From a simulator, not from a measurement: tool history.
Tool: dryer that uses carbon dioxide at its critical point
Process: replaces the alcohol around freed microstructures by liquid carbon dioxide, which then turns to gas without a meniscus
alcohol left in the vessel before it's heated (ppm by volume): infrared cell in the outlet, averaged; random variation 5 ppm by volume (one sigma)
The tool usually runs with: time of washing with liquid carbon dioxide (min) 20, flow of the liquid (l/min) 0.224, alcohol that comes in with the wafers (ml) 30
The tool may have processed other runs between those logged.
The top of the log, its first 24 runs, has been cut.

run    hour  time of washing with liquid carbon dioxide (min)  flow of the liquid (l/min)  alcohol that comes in with the wafers (ml)  hours of work since the filter was changed  hours of work since the purifier's bed was changed  alcohol left in the vessel before it's heated (ppm by volume)
 25  1135.9                                                25                       0.261                                          66                                         229                                                 238                                                             91
 26  1206.8                                                20                       0.367                                          26                                         253                                                 261                                                             96
 27  1243.1                                                23                       0.179                                          44                                         265                                                 273                                                            208
 28  1311.3                                                31                       0.147                                          90                                         288                                                 296                                                            228
     1334.3  -- inlet filter changed
 29  1341.6                                                20                       0.224                                          36                                           2                                                 306                                                            119
 30  1412.9                                                20                       0.257                                          36                                          26                                                 329                                                            123
 31  1455.2                                                20                       0.217                                          50                                          40                                                 343                                                            146
 32  1492.4                                                13                       0.217                                          87                                          52                                                 356                                                           1110
 33  1562.6                                                20                       0.294                                          81                                          76                                                 379                                                            135
 34  1600.7                                                15                       0.294                                          81                                          88                                                 392                                                            190
 35  1644.2                                                23                       0.294                                          49                                         103                                                 406                                                            135
 36  1680.5                                                20                       0.199                                          70                                         115                                                 418                                                            263
 37  1739.5                                                26                        0.23                                          56                                         134                                                 438                                                            155
 38    1809                                                22                        0.14                                          38                                         157                                                 461                                                            577
 39  1843.5                                                25                       0.224                                          24                                         169                                                 472                                                            158
 40  1915.6                                                28                       0.224                                          24                                         193                                                 496                                                            161
 41  1972.1                                                28                       0.224                                          24                                         212                                                 515                                                            164
 42    2032                                                13                       0.187                                          69                                         232                                                 535                                                           2739
 43  2082.4                                                25                       0.187                                         115                                         248                                                 551                                                            298
 44  2134.6                                                28                       0.142                                          23                                         266                                                 569                                                            269
 45  2185.8                                                12                       0.235                                          23                                         283                                                 586                                                            685
     2225.1  -- inlet filter changed
 46  2248.6                                                20                       0.196                                          40                                           8                                                 606                                                            261
 47  2317.1                                                22                       0.202                                          22                                          31                                                 629                                                            215

Forecast each of these 3 alternatives for the next run:
  A  2380.1                                                12                       0.272                                          23                                          51                                                 650                                                              ?
  B  2380.1                                                20                       0.157                                          93                                          51                                                 650                                                              ?
  C  2380.1                                                22                       0.162                                          88                                          51                                                 650                                                              ?

run  alcohol left in the vessel before it's heated (ppm by volume)
  A                                                            320
  B                                                            909
  C                                                            502
Without the tool's hidden state the same runs would have given:
run  alcohol left in the vessel before it's heated (ppm by volume)
  A                                                             88
  B                                                            583
  C                                                            242
